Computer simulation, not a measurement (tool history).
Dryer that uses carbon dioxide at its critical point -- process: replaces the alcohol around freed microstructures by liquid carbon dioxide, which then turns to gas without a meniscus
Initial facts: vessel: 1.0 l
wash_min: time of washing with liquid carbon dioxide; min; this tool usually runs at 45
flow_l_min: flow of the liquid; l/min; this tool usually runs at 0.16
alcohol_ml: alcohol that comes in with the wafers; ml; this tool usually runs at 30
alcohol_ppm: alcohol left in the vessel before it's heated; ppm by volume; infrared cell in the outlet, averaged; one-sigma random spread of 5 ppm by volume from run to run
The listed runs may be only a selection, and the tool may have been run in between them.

run 1 day=0 | wash_min=45 flow_l_min=0.16 alcohol_ml=30 | alcohol_ppm=188
run 2 day=2.45 | wash_min=45 flow_l_min=0.16 alcohol_ml=30 | alcohol_ppm=201
run 3 day=3.808 | wash_min=45 flow_l_min=0.16 alcohol_ml=30 | alcohol_ppm=195
run 4 day=6.571 | wash_min=45 flow_l_min=0.16 alcohol_ml=30 | alcohol_ppm=210
run 5 day=9.371 | wash_min=45 flow_l_min=0.16 alcohol_ml=30 | alcohol_ppm=212
run 6 day=10.671 | wash_min=45 flow_l_min=0.16 alcohol_ml=30 | alcohol_ppm=210
run 7 day=12.858 | wash_min=45 flow_l_min=0.16 alcohol_ml=30 | alcohol_ppm=228
run 8 day=14.954 | wash_min=45 flow_l_min=0.16 alcohol_ml=30 | alcohol_ppm=241
run 9 day=17.129 | wash_min=45 flow_l_min=0.16 alcohol_ml=30 | alcohol_ppm=224
run 10 day=18.958 | wash_min=45 flow_l_min=0.16 alcohol_ml=30 | alcohol_ppm=236
run 11 day=20.212 | wash_min=45 flow_l_min=0.16 alcohol_ml=26 | alcohol_ppm=240
run 12 day=22.417 | wash_min=45 flow_l_min=0.16 alcohol_ml=30 | alcohol_ppm=245
run 13 day=24.529 | wash_min=45 flow_l_min=0.16 alcohol_ml=30 | alcohol_ppm=247
run 14 day=26.904 | wash_min=45 flow_l_min=0.221 alcohol_ml=30 | alcohol_ppm=199
run 15 day=28.083 | wash_min=38 flow_l_min=0.16 alcohol_ml=30 | alcohol_ppm=340
-- day=29.1 purifier's bed changed
run 16 day=31.017 | wash_min=63 flow_l_min=0.16 alcohol_ml=66 | alcohol_ppm=21
run 17 day=33.238 | wash_min=29 flow_l_min=0.16 alcohol_ml=51 | alcohol_ppm=790
run 18 day=35.404 | wash_min=28 flow_l_min=0.16 alcohol_ml=23 | alcohol_ppm=421
run 19 day=37.392 | wash_min=28 flow_l_min=0.16 alcohol_ml=23 | alcohol_ppm=429
run 20 day=39.558 | wash_min=29 flow_l_min=0.182 alcohol_ml=24 | alcohol_ppm=240
run 21 day=40.833 | wash_min=29 flow_l_min=0.182 alcohol_ml=24 | alcohol_ppm=246
run 22 day=43.342 | wash_min=40 flow_l_min=0.185 alcohol_ml=20 | alcohol_ppm=68
run 23 day=44.95 | wash_min=40 flow_l_min=0.252 alcohol_ml=57 | alcohol_ppm=43
run 24 day=47.633 | wash_min=40 flow_l_min=0.252 alcohol_ml=57 | alcohol_ppm=48
run 25 day=48.812 | wash_min=40 flow_l_min=0.252 alcohol_ml=57 | alcohol_ppm=55

Selected run-to-run steps in alcohol_ppm, each split into two signed amounts: the part the tool would show with no hidden state at all (from settings, incoming material and random variation), and the remainder, which goes to the hidden state together with any gauge scatter not common to the measured and the hidden-state-free results:
Hidden conditions of the tool in this case: flow that reaches the vessel past the clogged filter, %; alcohol in the recycled carbon dioxide, ppm; drift of the gauge itself on alcohol_ppm, %.
Run 15 -> 16: wash_min 38 -> 63, alcohol_ml 30 -> 66, purifier's bed changed. alcohol_ppm -319 ppm by volume: hidden state -226, all else -93.
Run 16 -> 17: wash_min 63 -> 29, alcohol_ml 66 -> 51. alcohol_ppm +769 ppm by volume: hidden state +134, all else +635.
Run 17 -> 18: wash_min 29 -> 28, alcohol_ml 51 -> 23. alcohol_ppm -369 ppm by volume: hidden state -58, all else -311.
